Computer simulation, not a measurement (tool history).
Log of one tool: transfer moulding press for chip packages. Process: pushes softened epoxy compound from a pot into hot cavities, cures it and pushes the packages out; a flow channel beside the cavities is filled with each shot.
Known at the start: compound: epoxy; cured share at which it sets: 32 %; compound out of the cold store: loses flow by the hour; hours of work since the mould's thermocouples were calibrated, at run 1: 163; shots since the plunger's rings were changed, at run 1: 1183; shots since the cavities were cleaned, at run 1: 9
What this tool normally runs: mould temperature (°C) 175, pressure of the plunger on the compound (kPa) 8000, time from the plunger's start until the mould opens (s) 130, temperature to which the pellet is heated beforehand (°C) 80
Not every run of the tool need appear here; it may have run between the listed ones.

| run | hour | mould temperature (°C) | pressure of the plunger on the compound (kPa) | time from the plunger's start until the mould opens (s) | temperature to which the pellet is heated beforehand (°C) | hours of work since the mould's thermocouples were calibrated | shots since the plunger's rings were changed | shots since the cavities were cleaned | incoming compound's hours out of the cold store | length that the compound runs in the flow channel (mm) | greatest force on the pins that push the packages out (N) |
|---|---|---|---|---|---|---|---|---|---|---|---|
| 1 | 0.0 | 175 | 8000 | 130 | 80 | 163 | 1183 | 9 | 8.7 | 995 | 344 |
| 2 | 14.1 | 175 | 8000 | 130 | 80 | 171 | 1298 | 124 | 40.3 | 836 | 374 |
| 3 | 24.5 | 175 | 8000 | 130 | 80 | 177 | 1384 | 210 | 10.3 | 993 | 431 |
| 4 | 39.4 | 175 | 8000 | 130 | 80 | 186 | 1505 | 331 | 11.6 | 970 | 469 |
| 5 | 48.1 | 175 | 8000 | 166 | 80 | 191 | 1576 | 402 | 43.6 | 802 | 439 |
| 6 | 57.5 | 175 | 8000 | 166 | 80 | 197 | 1653 | 479 | 24.8 | 916 | 451 |
| 7 | 68.2 | 175 | 8000 | 166 | 80 | 203 | 1741 | 567 | 21.6 | 917 | 448 |
| 8 | 80.3 | 174 | 8000 | 130 | 80 | 210 | 1840 | 666 | 35.3 | 855 | 578 |
| 9 | 89.1 | 174 | 8000 | 130 | 80 | 215 | 1912 | 738 | 16.7 | 941 | 595 |
| 10 | 99.4 | 174 | 8000 | 130 | 80 | 221 | 1996 | 822 | 24.3 | 895 | 593 |
|  | 102.9 | mould's thermocouples calibrated |
| 11 | 116.9 | 174 | 8000 | 130 | 80 | 8 | 2123 | 949 | 40.0 | 831 | 624 |
| 12 | 124.5 | 174 | 8000 | 130 | 80 | 13 | 2185 | 1011 | 21.5 | 901 | 635 |
|  | 134.1 | cavities cleaned with cleaning compound and waxed |
| 13 | 135.4 | 175 | 8000 | 130 | 80 | 18 | 2262 | 10 | 33.9 | 850 | 355 |
| 14 | 150.0 | 175 | 8000 | 130 | 80 | 27 | 2382 | 130 | 20.0 | 921 | 406 |
| 15 | 162.4 | 175 | 8000 | 130 | 80 | 34 | 2484 | 232 | 40.3 | 823 | 425 |
| 16 | 175.6 | 175 | 8000 | 130 | 85 | 42 | 2591 | 339 | 32.6 | 863 | 440 |
|  | 181.5 | mould's thermocouples calibrated, once more |
| 17 | 188.2 | 180 | 7720 | 123 | 80 | 4 | 2678 | 426 | 9.4 | 953 | 459 |
| 18 | 200.5 | 180 | 7720 | 123 | 80 | 11 | 2779 | 527 | 44.4 | 779 | 479 |
| 19 | 214.0 | 172 | 7720 | 123 | 80 | 19 | 2889 | 637 | 44.5 | 791 | 663 |
| 20 | 221.2 | 172 | 7720 | 123 | 80 | 23 | 2948 | 696 | 8.8 | 964 | 746 |
| 21 | 228.6 | 172 | 7720 | 140 | 89 | 28 | 3009 | 757 | 9.1 | 964 | 564 |
| 22 | 240.8 | 174 | 9820 | 124 | 85 | 35 | 3108 | 856 | 22.6 | 1001 | 667 |
| 23 | 250.2 | 180 | 8870 | 122 | 72 | 40 | 3185 | 933 | 15.4 | 970 | 596 |
| 24 | 258.9 | 180 | 7300 | 122 | 73 | 46 | 3256 | 1004 | 23.6 | 846 | 592 |
|  | 269.5 | cavities cleaned with cleaning compound and waxed |
| 25 | 269.9 | 180 | 7300 | 122 | 73 | 51 | 3334 | 3 | 12.7 | 906 | 318 |
| 26 | 279.8 | 180 | 7300 | 122 | 73 | 57 | 3415 | 84 | 27.9 | 821 | 355 |
| 27 | 296.2 | 180 | 7300 | 122 | 73 | 67 | 3549 | 218 | 30.7 | 822 | 404 |
| 28 | 306.5 | 180 | 7300 | 122 | 73 | 73 | 3634 | 303 | 8.6 | 923 | 433 |

Measured result minus the same run's result without the hidden state. Both carry the same run-to-run variation, though not necessarily the same gauge scatter:
Hidden state present: true mould temperature over the reading, C; pressure that reaches the compound, % of what is set; grip of the stained cavities, % over clean ones'; drift of the gauge itself on flow_mm, %; drift of the gauge itself on push_out_n, %.
| run | length that the compound runs in the flow channel (mm) | greatest force on the pins that push the packages out (N) |
|---|---|---|
| 1 | -12 | +15 |
| 2 | -11 | +63 |
| 3 | -13 | +101 |
| 4 | -14 | +142 |
| 5 | -12 | +142 |
| 6 | -15 | +159 |
| 7 | -15 | +174 |
| 8 | -15 | +234 |
| 9 | -17 | +255 |
| 10 | -17 | +260 |
| 11 | -16 | +288 |
| 12 | -19 | +298 |
| 13 | -18 | +17 |
| 14 | -21 | +72 |
| 15 | -19 | +105 |
| 16 | -21 | +133 |
| 17 | -24 | +155 |
| 18 | -21 | +180 |
| 19 | -22 | +269 |
| 20 | -28 | +314 |
| 21 | -28 | +244 |
| 22 | -30 | +301 |
| 23 | -29 | +271 |
| 24 | -27 | +277 |
| 25 | -29 | +4 |
| 26 | -27 | +39 |
| 27 | -28 | +94 |
| 28 | -32 | +123 |
